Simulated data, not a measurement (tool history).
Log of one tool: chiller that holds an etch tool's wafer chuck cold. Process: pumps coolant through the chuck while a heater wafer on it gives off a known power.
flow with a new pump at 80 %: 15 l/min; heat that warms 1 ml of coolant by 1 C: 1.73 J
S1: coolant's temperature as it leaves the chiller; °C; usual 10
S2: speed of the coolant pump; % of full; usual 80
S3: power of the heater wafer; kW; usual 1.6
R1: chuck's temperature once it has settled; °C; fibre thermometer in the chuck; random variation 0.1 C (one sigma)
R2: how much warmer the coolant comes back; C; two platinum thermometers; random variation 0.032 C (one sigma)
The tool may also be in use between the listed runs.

Run 1, hour 0: usual settings. Result: R1 23 °C, R2 3.72 C.
Run 2, hour 146.2: usual settings. Result: R1 22.8 °C, R2 3.77 C.
Run 3, hour 236.4: usual settings. Result: R1 23 °C, R2 3.78 C.
Run 4, hour 348.9: usual settings but S3 1.1 kW. Result: R1 19 °C, R2 2.58 C.
Run 5, hour 484.2: usual settings but S3 1.1 kW. Result: R1 18.9 °C, R2 2.57 C.
Run 6, hour 553.7: usual settings but S3 1.1 kW. Result: R1 19.2 °C, R2 2.6 C.
Run 7, hour 688.3: usual settings but S3 1.1 kW. Result: R1 19.3 °C, R2 2.59 C.
Run 8, hour 830.1: usual settings but S2 67 % of full. Result: R1 25.1 °C, R2 4.53 C.
Run 9, hour 959.9: usual settings but S2 67 % of full. Result: R1 25.2 °C, R2 4.5 C.
Run 10, hour 1113.7: usual settings but S2 67 % of full. Result: R1 25.2 °C, R2 4.52 C.
Run 11, hour 1213.2: usual settings. Result: R1 23.4 °C, R2 3.8 C.
Run 12, hour 1298.1: usual settings. Result: R1 23.5 °C, R2 3.79 C.
Run 13, hour 1443.2: usual settings but S3 1.25 kW. Result: R1 20.6 °C, R2 3.02 C.
Run 14, hour 1540.6: usual settings but S2 96 % of full. Result: R1 22 °C, R2 3.21 C.
Run 15, hour 1654.8: usual settings but S2 96 % of full. Result: R1 22 °C, R2 3.11 C.
Run 16, hour 1804: usual settings but S2 96 % of full. Result: R1 22.2 °C, R2 3.2 C.
At hour 1920: chiller's thermometer calibrated.
Run 17, hour 1920: usual settings but S2 60 % of full. Result: R1 26.8 °C, R2 5.1 C.
Run 18, hour 2036.8: usual settings but S1 9 °C, S2 71 % of full, S3 1.516 kW. Result: R1 23 °C, R2 4.09 C.
At hour 2112.9: coolant changed, channels flushed.
Run 19, hour 2117.1: usual settings but S1 9 °C, S2 71 % of full, S3 1.516 kW. Result: R1 21.2 °C, R2 4.03 C.
Run 20, hour 2201.8: usual settings but S3 2.249 kW. Result: R1 26.4 °C, R2 5.34 C.
Run 21, hour 2286.3: usual settings but S1 15 °C, S3 1.645 kW. Result: R1 27.2 °C, R2 3.92 C.
Run 22, hour 2440.4: usual settings but S1 15 °C, S3 1.645 kW. Result: R1 27.2 °C, R2 3.92 C.
Run 23, hour 2575.5: usual settings but S2 85 % of full, S3 1.704 kW. Result: R1 22.1 °C, R2 3.84 C.

Forecast run 24:
Run 24, hour 2695: usual settings but S1 14 °C, S2 63 % of full, S3 1.704 kW. Result: R1 ?, R2 ?.

Run 24 gave R1 29.3 °C, R2 5.23 C.
Without the tool's hidden state the same run would have given R1 28.5 °C, R2 5.04 C.
